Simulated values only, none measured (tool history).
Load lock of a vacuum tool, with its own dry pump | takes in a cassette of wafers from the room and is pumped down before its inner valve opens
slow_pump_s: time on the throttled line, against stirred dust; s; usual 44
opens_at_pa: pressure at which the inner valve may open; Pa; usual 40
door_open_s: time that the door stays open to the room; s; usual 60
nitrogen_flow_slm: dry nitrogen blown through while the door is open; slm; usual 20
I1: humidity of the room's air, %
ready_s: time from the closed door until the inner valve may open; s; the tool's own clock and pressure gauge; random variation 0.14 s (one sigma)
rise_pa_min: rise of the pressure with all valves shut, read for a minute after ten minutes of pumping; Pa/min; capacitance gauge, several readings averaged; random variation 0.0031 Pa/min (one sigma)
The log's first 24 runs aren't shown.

{"run": 25, "day": 71.042, "slow_pump_s": 44, "opens_at_pa": 40, "door_open_s": 98, "nitrogen_flow_slm": 15, "I1": 45.6, "ready_s": 55.4, "rise_pa_min": 0.164}
{"run": 26, "day": 74.746, "slow_pump_s": 58, "opens_at_pa": 72, "door_open_s": 60, "nitrogen_flow_slm": 20, "I1": 45.7, "ready_s": 67.1, "rise_pa_min": 0.144}
{"run": 27, "day": 78.717, "slow_pump_s": 48, "opens_at_pa": 40, "door_open_s": 60, "nitrogen_flow_slm": 20, "I1": 43.4, "ready_s": 59.3, "rise_pa_min": 0.138}
{"run": 28, "day": 81.225, "slow_pump_s": 25, "opens_at_pa": 41, "door_open_s": 60, "nitrogen_flow_slm": 23, "I1": 47.4, "ready_s": 38.6, "rise_pa_min": 0.142}
{"run": 29, "day": 83.071, "slow_pump_s": 49, "opens_at_pa": 39, "door_open_s": 151, "nitrogen_flow_slm": 12, "I1": 39.9, "ready_s": 60.3, "rise_pa_min": 0.178}
{"run": 30, "day": 87.196, "slow_pump_s": 49, "opens_at_pa": 39, "door_open_s": 151, "nitrogen_flow_slm": 12, "I1": 47.3, "ready_s": 60.4, "rise_pa_min": 0.201}
{"run": 31, "day": 91.125, "slow_pump_s": 42, "opens_at_pa": 39, "door_open_s": 47, "nitrogen_flow_slm": 12, "I1": 47.8, "ready_s": 54.0, "rise_pa_min": 0.152}
{"run": 32, "day": 93.238, "slow_pump_s": 33, "opens_at_pa": 39, "door_open_s": 47, "nitrogen_flow_slm": 12, "I1": 45.3, "ready_s": 45.8, "rise_pa_min": 0.148}
{"run": 33, "day": 96.379, "slow_pump_s": 44, "opens_at_pa": 60, "door_open_s": 60, "nitrogen_flow_slm": 20, "I1": 41.1, "ready_s": 54.9, "rise_pa_min": 0.147}
{"run": 34, "day": 99.25, "slow_pump_s": 44, "opens_at_pa": 66, "door_open_s": 124, "nitrogen_flow_slm": 5, "I1": 46.6, "ready_s": 54.6, "rise_pa_min": 0.212}
{"run": 35, "day": 102.304, "slow_pump_s": 54, "opens_at_pa": 40, "door_open_s": 60, "nitrogen_flow_slm": 20, "I1": 47.0, "ready_s": 64.9, "rise_pa_min": 0.156}
{"run": 36, "day": 106.138, "slow_pump_s": 56, "opens_at_pa": 71, "door_open_s": 41, "nitrogen_flow_slm": 4, "I1": 47.0, "ready_s": 64.9, "rise_pa_min": 0.178}
{"run": 37, "day": 108.646, "slow_pump_s": 25, "opens_at_pa": 57, "door_open_s": 157, "nitrogen_flow_slm": 4, "I1": 43.2, "ready_s": 37.9, "rise_pa_min": 0.227}

Forecast each of these 3 alternatives for the next run:
{"run": "A", "day": 110.996, "slow_pump_s": 44, "opens_at_pa": 32, "door_open_s": 60, "nitrogen_flow_slm": 7, "I1": 47.8, "ready_s": "?", "rise_pa_min": "?"}
{"run": "B", "day": 110.996, "slow_pump_s": 44, "opens_at_pa": 56, "door_open_s": 32, "nitrogen_flow_slm": 22, "I1": 44.3, "ready_s": "?", "rise_pa_min": "?"}
{"run": "C", "day": 110.996, "slow_pump_s": 25, "opens_at_pa": 70, "door_open_s": 157, "nitrogen_flow_slm": 4, "I1": 44.3, "ready_s": "?", "rise_pa_min": "?"}

run=A ready_s=56.3 rise_pa_min=0.179
run=B ready_s=55.3 rise_pa_min=0.145
run=C ready_s=37.5 rise_pa_min=0.232
Without the tool's hidden state the same runs would have given:
run=A ready_s=55.1 rise_pa_min=0.077
run=B ready_s=54.2 rise_pa_min=0.044
run=C ready_s=36.3 rise_pa_min=0.129
